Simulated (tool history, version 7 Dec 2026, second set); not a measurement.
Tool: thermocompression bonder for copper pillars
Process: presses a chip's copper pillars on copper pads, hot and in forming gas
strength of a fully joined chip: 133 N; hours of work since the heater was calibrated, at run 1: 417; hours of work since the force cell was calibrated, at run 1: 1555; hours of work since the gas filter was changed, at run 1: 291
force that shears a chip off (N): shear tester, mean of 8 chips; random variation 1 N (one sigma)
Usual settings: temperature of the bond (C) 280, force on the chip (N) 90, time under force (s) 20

run	day	temperature of the bond (C)	force on the chip (N)	time under force (s)	hours of work since the heater was calibrated	hours of work since the force cell was calibrated	hours of work since the gas filter was changed	force that shears a chip off (N)
1	0.000	280	90	20	417	1555	291	74.1
# day 1.654: forming gas filter changed
2	2.650	280	90	20	449	1586	12	81.7
3	5.638	280	90	20	485	1623	48	82.0
4	8.862	280	90	20	525	1662	87	78.1
5	11.317	268	90	20	554	1692	117	69.1
6	14.350	284	90	20	591	1728	154	79.3
7	16.350	258	90	20	615	1753	178	60.0
8	18.800	280	90	20	645	1782	208	75.7
9	21.962	280	90	20	683	1821	246	72.7
# day 22.338: heater calibrated with a thermocouple chip
10	25.392	280	90	20	37	1861	287	73.1
# day 27.383: forming gas filter changed
11	28.675	280	90	23	77	1901	16	84.1
12	32.471	280	120	27	123	1947	62	98.6
# day 34.742: heater calibrated with a thermocouple chip, once more
13	35.754	310	63	27	12	1986	101	86.2
# day 36.692: force cell calibrated
14	39.188	294	86	20	53	30	142	88.0
15	40.988	294	86	20	75	52	163	86.7
16	43.929	274	103	33	111	88	199	93.8
17	45.904	258	90	20	135	112	223	63.0
18	49.846	260	73	14	183	160	271	45.9
19	51.829	280	59	12	207	184	295	43.8

5 ways to go on from here, each from the tool as it stands after run 19. What would each give?
# day 53.054: forming gas filter changed
A	53.483	262	59	12	226	204	5	?
# day 53.054: forming gas filter changed
B	53.483	280	59	49	226	204	5	?
# day 53.054: forming gas filter changed
C	53.483	280	59	56	226	204	5	?
# day 53.054: forming gas filter changed
D	53.483	292	74	19	226	204	5	?
# day 53.054: forming gas filter changed
E	53.483	253	65	12	226	204	5	?

run	force that shears a chip off (N)
A	38.2
B	78.8
C	83.8
D	79.5
E	37.1
Without the tool's hidden state the same runs would have given:
run	force that shears a chip off (N)
A	39.3
B	80.4
C	85.4
D	81.1
E	38.2
